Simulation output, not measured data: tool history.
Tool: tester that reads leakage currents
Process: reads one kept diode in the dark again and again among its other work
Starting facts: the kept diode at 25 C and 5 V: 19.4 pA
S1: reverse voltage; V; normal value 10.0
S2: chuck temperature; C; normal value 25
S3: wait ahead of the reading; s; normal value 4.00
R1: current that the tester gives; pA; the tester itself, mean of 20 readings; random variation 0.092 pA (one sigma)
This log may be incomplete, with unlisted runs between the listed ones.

run    hour    S1  S2    S3      R1
  1     0.0  10.0  25  4.00   30.57
  2    78.0  10.0  25  4.00   30.51
  3   158.3  10.0  25  4.00   30.36
  4   250.1  10.0  25  4.00   30.46
  5   346.3   7.3  25  4.00   26.46
  6   430.4   7.3  25  4.00   26.46
  7   491.6  11.6  25  4.00   32.84
  8   534.5  11.6  25  4.00   33.03
  9   622.4  11.6  25  4.00   32.99
 10   717.1  11.6  25  4.00   32.93
 11   793.5  10.0  26  4.00   33.21
 12   852.5  10.0  26  4.00   33.09
 13   900.4  10.0  26  4.00   33.19
 14   943.0  10.0  26  4.00   33.32
 15   985.4  10.0  26  4.00   33.36
 16  1069.5  10.0  30  4.00   45.11
 17  1146.6  10.0  30  4.00   44.92
 18  1233.6  10.0  30  4.00   44.89
 19  1289.0  10.0  25  0.85   33.34
     1295.4  -- tester calibrated
 20  1344.3  10.0  25  2.20   31.88
 21  1401.1  10.0  23  2.20   27.75
 22  1498.7  10.0  23  2.20   27.95
 23  1589.5  10.0  23  2.20   28.06
     1601.7  -- tester calibrated, once more
 24  1642.2   6.9  27  0.36   33.34
 25  1689.6   1.4  29  0.56   17.98
 26  1740.0   1.4  29  0.56   17.93
 27  1787.1  15.0  30  4.00   53.06
     1797.8  -- chuck's temperature calibrated
 28  1847.7  15.0  30  4.00   56.83
 29  1890.5  19.4  37  0.63  112.12
 30  1956.9   4.1  37  9.33   55.51
 31  2004.2   4.1  37  9.33   55.56
 32  2070.5   4.1  37  9.33   55.60
 33  2142.3   4.1  37  9.33   55.04
 34  2209.9  15.2  27  0.58   51.79
 35  2249.4   6.7  51  4.00  201.41
 36  2305.2   6.7  51  4.00  201.53
 37  2368.9   1.1  25  0.40   12.56
 38  2411.2   1.1  25  0.40   12.57
 39  2478.5   1.1  24  0.34   11.66

Here are 3 independent what-if runs from the current tool condition. What would each one return?
  A  2551.2   9.0  31  6.90   ?
  B  2551.2  10.0  25  0.74   ?
  C  2551.2  10.0  25  0.86   ?

run     R1
  A  47.64
  B  35.40
  C  34.96
What these runs would have given with no unlogged condition in the tool:
run     R1
  A  41.84
  B  28.09
  C  27.65
